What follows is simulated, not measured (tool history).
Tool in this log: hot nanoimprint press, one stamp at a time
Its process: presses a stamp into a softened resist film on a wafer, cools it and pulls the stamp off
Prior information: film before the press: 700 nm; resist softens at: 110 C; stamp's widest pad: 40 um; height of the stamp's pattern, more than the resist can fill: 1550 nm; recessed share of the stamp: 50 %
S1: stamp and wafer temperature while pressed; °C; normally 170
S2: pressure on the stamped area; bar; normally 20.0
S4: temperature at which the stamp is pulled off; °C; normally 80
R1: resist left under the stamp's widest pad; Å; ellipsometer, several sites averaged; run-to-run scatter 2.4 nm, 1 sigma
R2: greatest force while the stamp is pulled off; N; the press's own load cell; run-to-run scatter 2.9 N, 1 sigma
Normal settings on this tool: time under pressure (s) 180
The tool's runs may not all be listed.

Run 1, hour 0.0: usual settings. Result: R1 3933 Å, R2 144 N.
Run 2, hour 10.9: usual settings but time under pressure (s) 233. Result: R1 3665 Å, R2 148 N.
Run 3, hour 19.2: usual settings but time under pressure (s) 233. Result: R1 3630 Å, R2 144 N.
Run 4, hour 24.4: usual settings but time under pressure (s) 233. Result: R1 3659 Å, R2 143 N.
Run 5, hour 30.7: usual settings. Result: R1 3936 Å, R2 149 N.
Run 6, hour 41.9: usual settings. Result: R1 3956 Å, R2 147 N.
Run 7, hour 54.3: usual settings but S2 13.2 bar. Result: R1 4688 Å, R2 147 N.
Run 8, hour 67.5: usual settings but S2 13.2 bar. Result: R1 4632 Å, R2 147 N.
Run 9, hour 72.8: usual settings but S1 166 °C, S2 13.2 bar. Result: R1 5438 Å, R2 147 N.
Run 10, hour 83.6: usual settings but S1 173 °C. Result: R1 3409 Å, R2 143 N.
Run 11, hour 92.6: usual settings but S1 173 °C. Result: R1 3416 Å, R2 146 N.
Run 12, hour 99.9: usual settings but time under pressure (s) 149. Result: R1 4181 Å, R2 144 N.
Run 13, hour 109.1: usual settings but time under pressure (s) 149. Result: R1 4232 Å, R2 145 N.
Run 14, hour 114.9: usual settings but S2 29.0 bar. Result: R1 3354 Å, R2 143 N.
Run 15, hour 129.9: usual settings. Result: R1 3928 Å, R2 148 N.
Run 16, hour 139.6: usual settings but S1 175 °C, time under pressure (s) 199, S4 71 °C. Result: R1 2975 Å, R2 154 N.
Run 17, hour 150.8: usual settings but S2 25.3 bar, time under pressure (s) 156. Result: R1 3743 Å, R2 151 N.
Run 18, hour 158.3: usual settings but S2 25.3 bar, time under pressure (s) 340. Result: R1 2825 Å, R2 149 N.
Run 19, hour 166.4: usual settings but S2 25.3 bar, time under pressure (s) 340. Result: R1 2829 Å, R2 146 N.
Run 20, hour 178.7: usual settings but S1 159 °C, S2 15.1 bar, time under pressure (s) 118, S4 85 °C. Result: R1 6488 Å, R2 141 N.
Run 21, hour 189.2: usual settings but S1 171 °C, S2 15.1 bar, time under pressure (s) 214, S4 83 °C. Result: R1 4019 Å, R2 141 N.
Run 22, hour 195.2: usual settings but S1 171 °C, S2 15.1 bar, time under pressure (s) 214, S4 83 °C. Result: R1 3969 Å, R2 142 N.
Run 23, hour 204.2: usual settings but S1 168 °C, S2 15.1 bar, time under pressure (s) 214, S4 85 °C. Result: R1 4599 Å, R2 142 N.
Run 24, hour 214.1: usual settings but S1 168 °C, S2 15.1 bar, time under pressure (s) 214, S4 85 °C. Result: R1 4589 Å, R2 139 N.
Run 25, hour 222.4: usual settings but S1 169 °C, S2 22.3 bar, time under pressure (s) 100, S4 70 °C. Result: R1 4688 Å, R2 158 N.
Run 26, hour 230.8: usual settings but S2 13.9 bar, S4 74 °C. Result: R1 4528 Å, R2 155 N.
Run 27, hour 239.9: usual settings but S1 167 °C, S2 13.9 bar, time under pressure (s) 118, S4 74 °C. Result: R1 5530 Å, R2 152 N.
Run 28, hour 245.7: usual settings but S1 167 °C, S2 13.9 bar, time under pressure (s) 118, S4 74 °C. Result: R1 5552 Å, R2 157 N.
Run 29, hour 256.6: usual settings but S1 167 °C, S2 13.9 bar, time under pressure (s) 337, S4 73 °C. Result: R1 4369 Å, R2 157 N.

Between the runs listed above, the log contained 2 entries, not reproduced here. Where in the sequence does each belong, and how does what the log doesn't record of the tool's condition differ from the listed run before to the listed run after?
Run 7 -> run 8: stamp cleaned and given a new release coat (hour 67.3)
  grip of the stamp's worn release coat, % over a new coat's: 1.1 -> 0
Run 14 -> run 15: plate thermocouple calibrated (hour 127.8)
  true temperature over the reading, C: -0.08 -> -0.01

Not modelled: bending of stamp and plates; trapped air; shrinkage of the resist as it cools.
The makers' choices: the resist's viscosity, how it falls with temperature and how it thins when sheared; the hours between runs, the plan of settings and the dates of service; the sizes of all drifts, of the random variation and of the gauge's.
